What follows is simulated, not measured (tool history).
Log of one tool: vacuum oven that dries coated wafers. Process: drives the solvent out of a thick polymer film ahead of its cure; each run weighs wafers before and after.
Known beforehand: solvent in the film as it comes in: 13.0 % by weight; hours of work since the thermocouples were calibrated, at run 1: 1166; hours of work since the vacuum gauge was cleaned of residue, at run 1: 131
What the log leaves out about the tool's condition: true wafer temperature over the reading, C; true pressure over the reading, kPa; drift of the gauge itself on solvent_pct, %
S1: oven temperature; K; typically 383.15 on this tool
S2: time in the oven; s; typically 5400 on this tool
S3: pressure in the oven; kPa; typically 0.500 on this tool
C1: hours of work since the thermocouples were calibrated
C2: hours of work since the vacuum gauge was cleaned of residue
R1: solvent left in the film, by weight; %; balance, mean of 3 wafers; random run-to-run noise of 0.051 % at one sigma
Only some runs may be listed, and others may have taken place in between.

run,hour,S1,S2,S3,C1,C2,R1
1,0.0,383.15,5400,0.500,1166,131,1.41
2,11.5,383.15,5400,1.404,1173,138,1.97
3,35.6,383.15,5400,0.500,1188,153,1.44
4,59.7,383.15,5400,1.062,1204,168,1.81
5,79.2,383.15,5400,1.062,1216,181,1.85
6,98.7,374.15,5400,1.062,1228,193,3.25
# hour 115.9: oven's thermocouples calibrated
7,123.3,383.15,5400,0.500,5,207,1.23
8,144.9,383.15,5400,0.500,18,221,1.19
9,155.1,383.15,5400,0.500,25,228,1.21
10,167.3,383.15,5400,0.500,33,235,1.19
11,190.4,383.15,5400,0.500,47,250,1.23
12,211.4,383.15,5400,0.500,61,263,1.24
13,226.4,383.15,5400,0.500,70,273,1.24
14,241.2,383.15,5400,0.500,79,282,1.27
15,253.5,383.15,5400,0.500,87,290,1.28
16,270.2,383.15,5400,0.500,98,301,1.22
17,294.2,383.15,5400,0.500,113,316,1.21
18,307.2,383.15,5400,0.253,121,324,1.12
19,327.7,383.15,5400,0.253,134,337,1.20
20,345.9,383.15,5400,0.500,146,348,1.27
21,365.0,383.15,5400,0.500,158,361,1.32
22,385.0,383.15,5400,0.500,171,373,1.31
23,398.2,390.15,5400,0.500,179,382,0.60
24,422.1,393.15,5460,0.500,194,397,0.50
25,434.1,385.15,3660,0.805,202,404,2.29
26,454.1,385.15,3660,0.805,214,417,2.20
27,467.4,385.15,3660,0.805,223,425,2.21
28,492.2,385.15,3660,0.805,238,441,2.18
29,513.3,376.15,4020,0.687,252,455,3.40
30,524.9,389.15,7560,1.402,259,462,0.88
31,545.6,389.15,7560,1.402,272,475,0.90
32,560.0,398.15,8460,1.661,281,484,0.68
33,581.7,375.15,4500,0.500,295,498,2.96
34,592.1,397.15,8580,0.654,302,504,0.28
35,604.2,372.15,3300,1.348,309,512,5.25
36,625.3,372.15,9060,0.645,323,526,1.65
37,636.2,372.15,8760,1.439,330,532,2.40
38,657.7,397.15,6600,0.962,343,546,0.52
39,671.9,397.15,6600,0.962,352,555,0.56
40,695.9,380.15,6660,0.341,368,570,1.23
41,714.1,380.15,2820,0.341,379,582,3.86
42,727.5,370.15,2820,0.444,388,590,5.87
43,743.1,379.15,5640,0.756,397,600,1.94

Run 44 has not been measured yet. What should we expect?
44,760.6,370.15,5580,1.076,408,611,?

For run 44 the tool returned R1 3.88 %.
Were there no unlogged condition in the tool, this run, its random variation unchanged, would have produced R1 3.43 %.
